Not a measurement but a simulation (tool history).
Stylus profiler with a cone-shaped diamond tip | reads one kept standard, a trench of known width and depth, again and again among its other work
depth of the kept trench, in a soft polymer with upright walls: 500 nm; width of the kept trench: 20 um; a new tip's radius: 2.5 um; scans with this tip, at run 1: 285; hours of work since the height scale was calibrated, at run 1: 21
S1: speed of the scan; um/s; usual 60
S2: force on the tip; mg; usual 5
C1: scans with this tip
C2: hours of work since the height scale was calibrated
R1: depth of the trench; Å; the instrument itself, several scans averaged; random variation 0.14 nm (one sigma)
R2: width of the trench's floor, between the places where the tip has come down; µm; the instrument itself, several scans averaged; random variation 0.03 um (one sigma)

| run | day | S1 | S2 | C1 | C2 | R1 | R2 |
|---|---|---|---|---|---|---|---|
| 1 | 0 | 60 | 5 | 285 | 21 | 5099.2 | 16.77 |
| 2 | 0.446 | 60 | 5 | 345 | 25 | 5097.9 | 16.76 |
| 3 | 1.021 | 60 | 5 | 423 | 31 | 5096.5 | 16.8 |
| 4 | 1.483 | 60 | 2.95 | 486 | 35 | 5072.4 | 16.71 |
| 5 | 2.204 | 46 | 5 | 584 | 42 | 5099 | 16.84 |
| 6 | 2.621 | 60 | 13.33 | 641 | 46 | 5187.5 | 16.79 |
| 7 | 3.279 | 60 | 13.33 | 730 | 53 | 5191.9 | 16.86 |
| 8 | 3.729 | 60 | 5 | 791 | 57 | 5098.4 | 16.73 |
| 9 | 4.146 | 60 | 5 | 847 | 61 | 5098.7 | 16.74 |
| 10 | 4.612 | 60 | 5 | 911 | 66 | 5098.4 | 16.72 |
| 11 | 4.95 | 60 | 5 | 957 | 69 | 5098.2 | 16.72 |
| 12 | 5.462 | 26 | 4.11 | 1026 | 74 | 5089.1 | 16.76 |
| 13 | 6.225 | 136 | 8.23 | 1130 | 82 | 5137.7 | 16.54 |
| 14 | 6.892 | 39 | 8.23 | 1220 | 89 | 5140.2 | 16.81 |
| 15 | 7.5 | 172 | 4.62 | 1303 | 94 | 5094.3 | 16.3 |
| 16 | 8.067 | 172 | 4.62 | 1380 | 100 | 5094 | 16.3 |
| 17 | 8.567 | 173 | 12.52 | 1448 | 105 | 5185.8 | 16.52 |
| 18 | 9.292 | 173 | 12.52 | 1546 | 112 | 5184 | 16.52 |
| 19 | 10.075 | 173 | 12.52 | 1652 | 120 | 5181 | 16.51 |
| 20 | 10.492 | 173 | 12.52 | 1709 | 124 | 5181.3 | 16.47 |
| 21 | 10.838 | 112 | 3.48 | 1756 | 127 | 5080.9 | 16.46 |

Measured less the same run without the tool's hidden state. The same run-to-run variation is in both; the gauge's scatter may not be:
The hidden state here: radius of the tip, um; height scale over the true one, %; drift of the gauge itself on depth_nm, %; drift of the gauge itself on floor_um, %.
| run | R1 | R2 |
|---|---|---|
| 1 | +0.1 | +0 |
| 2 | +0.2 | -0.01 |
| 3 | +0.3 | -0.02 |
| 4 | +0.4 | -0.02 |
| 5 | +0.6 | -0.03 |
| 6 | +0.7 | -0.04 |
| 7 | +1 | -0.04 |
| 8 | +1.1 | -0.05 |
| 9 | +1.1 | -0.05 |
| 10 | +1.2 | -0.06 |
| 11 | +1.3 | -0.06 |
| 12 | +1.5 | -0.07 |
| 13 | +1.7 | -0.08 |
| 14 | +1.8 | -0.08 |
| 15 | +2 | -0.09 |
| 16 | +2.1 | -0.1 |
| 17 | +2.3 | -0.1 |
| 18 | +2.6 | -0.12 |
| 19 | +2.7 | -0.13 |
| 20 | +2.8 | -0.13 |
| 21 | +2.9 | -0.13 |
